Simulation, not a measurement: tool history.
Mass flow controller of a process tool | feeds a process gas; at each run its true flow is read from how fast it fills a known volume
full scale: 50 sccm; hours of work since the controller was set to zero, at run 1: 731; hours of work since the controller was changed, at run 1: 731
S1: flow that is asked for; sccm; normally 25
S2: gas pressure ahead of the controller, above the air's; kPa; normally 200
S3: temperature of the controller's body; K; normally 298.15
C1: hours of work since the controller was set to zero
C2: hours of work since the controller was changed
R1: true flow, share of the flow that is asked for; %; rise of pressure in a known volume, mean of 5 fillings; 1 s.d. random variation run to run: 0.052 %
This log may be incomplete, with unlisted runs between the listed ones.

Run 1, hour 0.0: usual settings; C1 731; C2 731. Result: R1 98.43 %.
Run 2, hour 69.6: usual settings; C1 764; C2 764. Result: R1 98.35 %.
Run 3, hour 116.2: usual settings; C1 785; C2 785. Result: R1 98.40 %.
Run 4, hour 171.8: usual settings but S3 300.15 K; C1 812; C2 812. Result: R1 98.36 %.
Run 5, hour 227.7: usual settings; C1 838; C2 838. Result: R1 98.40 %.
Run 6, hour 296.4: usual settings; C1 870; C2 870. Result: R1 98.38 %.
Run 7, hour 359.0: usual settings; C1 900; C2 900. Result: R1 98.35 %.
Run 8, hour 418.3: usual settings; C1 927; C2 927. Result: R1 98.28 %.
Run 9, hour 476.6: usual settings; C1 955; C2 955. Result: R1 98.29 %.
Run 10, hour 531.7: usual settings but S2 264 kPa; C1 981; C2 981. Result: R1 97.94 %.
Run 11, hour 584.3: usual settings but S2 264 kPa; C1 1005; C2 1005. Result: R1 97.94 %.
Run 12, hour 649.0: usual settings but S3 295.15 K; C1 1036; C2 1036. Result: R1 98.38 %.
Run 13, hour 688.9: usual settings but S3 295.15 K; C1 1055; C2 1055. Result: R1 98.43 %.
Run 14, hour 749.3: usual settings but S1 6 sccm, S2 152 kPa; C1 1083; C2 1083. Result: R1 97.46 %.
Run 15, hour 801.0: usual settings but S1 11 sccm, S3 293.15 K; C1 1107; C2 1107. Result: R1 97.57 %.
Run 16, hour 835.4: usual settings but S1 11 sccm, S3 293.15 K; C1 1123; C2 1123. Result: R1 97.59 %.
Run 17, hour 873.7: usual settings but S1 43 sccm, S3 308.15 K; C1 1141; C2 1141. Result: R1 99.30 %.
Run 18, hour 945.4: usual settings but S1 43 sccm, S3 303.15 K; C1 1175; C2 1175. Result: R1 99.38 %.
Run 19, hour 1015.8: usual settings but S2 146 kPa; C1 1208; C2 1208. Result: R1 98.82 %.
Run 20, hour 1074.3: usual settings but S1 11 sccm, S2 205 kPa, S3 305.15 K; C1 1236; C2 1236. Result: R1 97.15 %.
Run 21, hour 1130.3: usual settings but S1 11 sccm; C1 1262; C2 1262. Result: R1 97.46 %.
Run 22, hour 1200.4: usual settings but S1 11 sccm; C1 1295; C2 1295. Result: R1 97.49 %.
Run 23, hour 1270.4: usual settings but S1 11 sccm; C1 1328; C2 1328. Result: R1 97.38 %.
Run 24, hour 1308.0: usual settings but S1 7 sccm, S2 212 kPa, S3 303.15 K; C1 1346; C2 1346. Result: R1 96.99 %.
Run 25, hour 1374.8: usual settings but S1 7 sccm, S2 212 kPa, S3 303.15 K; C1 1377; C2 1377. Result: R1 96.92 %.

Predict the results of run 26:
Run 26, hour 1428.8: usual settings but S1 7 sccm, S2 212 kPa, S3 303.15 K; C1 1402; C2 1402. Result: R1 ?.

Run 26 produced R1 96.94 %.
If the tool had no hidden condition, the same run with the same run-to-run variation would have returned R1 96.95 %.
